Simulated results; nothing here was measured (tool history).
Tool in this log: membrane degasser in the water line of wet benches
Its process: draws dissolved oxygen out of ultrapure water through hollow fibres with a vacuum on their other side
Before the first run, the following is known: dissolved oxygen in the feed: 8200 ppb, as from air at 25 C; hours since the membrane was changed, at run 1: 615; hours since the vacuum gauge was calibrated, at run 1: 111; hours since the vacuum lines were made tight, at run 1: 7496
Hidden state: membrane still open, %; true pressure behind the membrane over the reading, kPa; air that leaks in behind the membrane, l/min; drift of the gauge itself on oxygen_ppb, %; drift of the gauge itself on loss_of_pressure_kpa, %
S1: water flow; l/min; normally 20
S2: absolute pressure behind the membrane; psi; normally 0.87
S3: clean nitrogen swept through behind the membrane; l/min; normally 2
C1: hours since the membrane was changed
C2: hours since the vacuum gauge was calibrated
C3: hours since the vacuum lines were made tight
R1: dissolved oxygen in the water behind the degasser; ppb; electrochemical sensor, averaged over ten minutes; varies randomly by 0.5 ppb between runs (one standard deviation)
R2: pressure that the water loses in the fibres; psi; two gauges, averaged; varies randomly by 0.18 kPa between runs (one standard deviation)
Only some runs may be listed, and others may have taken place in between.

{"run": 1, "hour": 0.0, "S1": 20, "S2": 0.87, "S3": 2, "C1": 615, "C2": 111, "C3": 7496, "R1": 68, "R2": 5.073}
{"run": 2, "hour": 63.5, "S1": 20, "S2": 0.87, "S3": 2, "C1": 679, "C2": 174, "C3": 7560, "R1": 67.8, "R2": 5.078}
{"run": 3, "hour": 127.7, "S1": 20, "S2": 2.165, "S3": 2, "C1": 743, "C2": 239, "C3": 7624, "R1": 271.1, "R2": 5.091}
{"run": 4, "hour": 186.5, "S1": 20, "S2": 0.87, "S3": 2, "C1": 802, "C2": 297, "C3": 7683, "R1": 69, "R2": 5.162}
{"run": 5, "hour": 224.1, "S1": 20, "S2": 0.87, "S3": 2, "C1": 839, "C2": 335, "C3": 7720, "R1": 68.1, "R2": 5.104}
{"run": 6, "hour": 269.5, "S1": 20, "S2": 0.87, "S3": 2, "C1": 885, "C2": 380, "C3": 7766, "R1": 68.5, "R2": 5.101}
{"run": 7, "hour": 305.7, "S1": 20, "S2": 0.87, "S3": 2, "C1": 921, "C2": 417, "C3": 7802, "R1": 67.6, "R2": 5.108}
{"run": 8, "hour": 342.9, "S1": 20, "S2": 0.87, "S3": 2, "C1": 958, "C2": 454, "C3": 7839, "R1": 67.6, "R2": 5.107}
{"run": 9, "hour": 409.5, "S1": 20, "S2": 0.87, "S3": 2, "C1": 1025, "C2": 520, "C3": 7906, "R1": 68, "R2": 5.095}
{"run": 10, "hour": 473.6, "S1": 18, "S2": 0.87, "S3": 2, "C1": 1089, "C2": 584, "C3": 7970, "R1": 60.6, "R2": 4.617}
{"run": 11, "hour": 517.4, "S1": 18, "S2": 0.87, "S3": 2, "C1": 1132, "C2": 628, "C3": 8014, "R1": 60.7, "R2": 4.582}
{"run": 12, "hour": 555.9, "S1": 20, "S2": 0.87, "S3": 2, "C1": 1171, "C2": 667, "C3": 8052, "R1": 68.5, "R2": 5.208}
{"run": 13, "hour": 607.4, "S1": 20, "S2": 0.87, "S3": 2, "C1": 1222, "C2": 718, "C3": 8104, "R1": 67.1, "R2": 5.079}
{"run": 14, "hour": 638.6, "S1": 14, "S2": 0.87, "S3": 2.53, "C1": 1254, "C2": 749, "C3": 8135, "R1": 37.9, "R2": 3.601}
{"run": 15, "hour": 675.5, "S1": 22, "S2": 2.012, "S3": 0.86, "C1": 1291, "C2": 786, "C3": 8172, "R1": 565.2, "R2": 5.694}
{"run": 16, "hour": 725.3, "S1": 22, "S2": 1.433, "S3": 0.86, "C1": 1340, "C2": 836, "C3": 8222, "R1": 359, "R2": 5.748}
{"run": 17, "hour": 771.3, "S1": 22, "S2": 1.433, "S3": 0.86, "C1": 1386, "C2": 882, "C3": 8268, "R1": 360.9, "R2": 5.687}
{"run": 18, "hour": 803.6, "S1": 15, "S2": 1.433, "S3": 0.86, "C1": 1419, "C2": 915, "C3": 8300, "R1": 256.5, "R2": 3.903}
{"run": 19, "hour": 834.4, "S1": 20, "S2": 0.564, "S3": 3.12, "C1": 1449, "C2": 945, "C3": 8331, "R1": 12.6, "R2": 5.131}
{"run": 20, "hour": 871.7, "S1": 20, "S2": 0.564, "S3": 3.12, "C1": 1487, "C2": 983, "C3": 8368, "R1": 12.5, "R2": 5.163}
{"run": 21, "hour": 906.6, "S1": 20, "S2": 0.564, "S3": 3.12, "C1": 1522, "C2": 1017, "C3": 8403, "R1": 12.4, "R2": 5.15}
{"run": 22, "hour": 936.6, "S1": 25, "S2": 0.806, "S3": 4.4, "C1": 1552, "C2": 1048, "C3": 8433, "R1": 40.7, "R2": 6.45}
{"run": 23, "hour": 967.3, "S1": 25, "S2": 0.806, "S3": 3.94, "C1": 1582, "C2": 1078, "C3": 8464, "R1": 43.9, "R2": 6.459}
{"run": 24, "hour": 1039.0, "S1": 17, "S2": 0.721, "S3": 1.43, "C1": 1654, "C2": 1150, "C3": 8535, "R1": 49.3, "R2": 4.441}
{"run": 25, "hour": 1069.5, "S1": 31, "S2": 1.213, "S3": 1.6, "C1": 1685, "C2": 1180, "C3": 8566, "R1": 242.6, "R2": 8.067}
{"run": 26, "hour": 1108.9, "S1": 31, "S2": 1.213, "S3": 1.6, "C1": 1724, "C2": 1220, "C3": 8605, "R1": 248.3, "R2": 8.047}

Predict each of these 4 candidate next runs independently; none follows another, all start after run 26:
{"run": "A", "hour": 1145.2, "S1": 22, "S2": 1.205, "S3": 2.32, "C1": 1760, "C2": 1256, "C3": 8641, "R1": "?", "R2": "?"}
{"run": "B", "hour": 1145.2, "S1": 25, "S2": 0.87, "S3": 2, "C1": 1760, "C2": 1256, "C3": 8641, "R1": "?", "R2": "?"}
{"run": "C", "hour": 1145.2, "S1": 14, "S2": 1.066, "S3": 0.91, "C1": 1760, "C2": 1256, "C3": 8641, "R1": "?", "R2": "?"}
{"run": "D", "hour": 1145.2, "S1": 29, "S2": 1.125, "S3": 1.6, "C1": 1760, "C2": 1256, "C3": 8641, "R1": "?", "R2": "?"}

run=A R1=118.7 R2=5.739
run=B R1=89.9 R2=6.55
run=C R1=146.2 R2=3.619
run=D R1=202.1 R2=7.522
Without the tool's unlogged condition, the same runs would have read:
run=A R1=118.7 R2=5.607
run=B R1=89.9 R2=6.398
run=C R1=146.2 R2=3.536
run=D R1=202 R2=7.346
